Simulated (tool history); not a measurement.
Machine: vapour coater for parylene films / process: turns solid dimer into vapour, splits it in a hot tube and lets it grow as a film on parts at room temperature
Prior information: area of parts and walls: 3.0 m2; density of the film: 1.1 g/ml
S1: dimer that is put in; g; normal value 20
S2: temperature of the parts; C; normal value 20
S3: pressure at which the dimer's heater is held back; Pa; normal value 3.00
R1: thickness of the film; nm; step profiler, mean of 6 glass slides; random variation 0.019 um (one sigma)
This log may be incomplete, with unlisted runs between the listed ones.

run 1 day=0.000 | S1=20 S2=20 S3=3.00 | R1=4650
run 2 day=1.729 | S1=17 S2=20 S3=3.00 | R1=3960
run 3 day=3.542 | S1=20 S2=20 S3=3.00 | R1=4630
run 4 day=5.371 | S1=20 S2=20 S3=3.00 | R1=4630
run 5 day=7.458 | S1=20 S2=20 S3=3.00 | R1=4670
run 6 day=8.862 | S1=20 S2=20 S3=3.77 | R1=4550
run 7 day=9.812 | S1=20 S2=20 S3=3.77 | R1=4520
run 8 day=11.542 | S1=14 S2=20 S3=3.00 | R1=3230
run 9 day=12.975 | S1=14 S2=20 S3=3.00 | R1=3240
run 10 day=14.167 | S1=14 S2=20 S3=3.00 | R1=3260
-- day=15.362 trap's valve overhauled
run 11 day=15.808 | S1=20 S2=20 S3=3.00 | R1=4650
run 12 day=17.800 | S1=20 S2=20 S3=3.00 | R1=4660
run 13 day=19.533 | S1=20 S2=20 S3=3.00 | R1=4630
run 14 day=21.521 | S1=20 S2=20 S3=9.34 | R1=4180
run 15 day=22.633 | S1=8 S2=20 S3=8.62 | R1=1680
run 16 day=23.879 | S1=19 S2=15 S3=2.24 | R1=5680
run 17 day=26.046 | S1=20 S2=27 S3=3.00 | R1=3360
run 18 day=27.775 | S1=12 S2=20 S3=2.43 | R1=2870
run 19 day=29.788 | S1=12 S2=20 S3=2.43 | R1=2850
run 20 day=30.746 | S1=32 S2=15 S3=11.65 | R1=8180
run 21 day=32.717 | S1=32 S2=20 S3=2.89 | R1=7470
run 22 day=34.133 | S1=18 S2=13 S3=10.93 | R1=5150
run 23 day=36.125 | S1=11 S2=14 S3=2.04 | R1=3270
run 24 day=38.196 | S1=10 S2=31 S3=3.01 | R1=1390
run 25 day=39.975 | S1=11 S2=12 S3=3.31 | R1=3270
run 26 day=41.338 | S1=11 S2=12 S3=3.31 | R1=3280
run 27 day=42.496 | S1=9 S2=12 S3=8.71 | R1=2670

Predict each of these 3 candidate next runs independently; none follows another, all start after run 27:
run A day=43.692 | S1=28 S2=16 S3=8.71 | R1=?
run B day=43.692 | S1=9 S2=26 S3=8.71 | R1=?
run C day=43.692 | S1=13 S2=12 S3=8.71 | R1=?

run=A R1=7070
run=B R1=1410
run=C R1=3840
Had the tool no hidden state, the same runs would have come out as:
run=A R1=7070
run=B R1=1410
run=C R1=3840
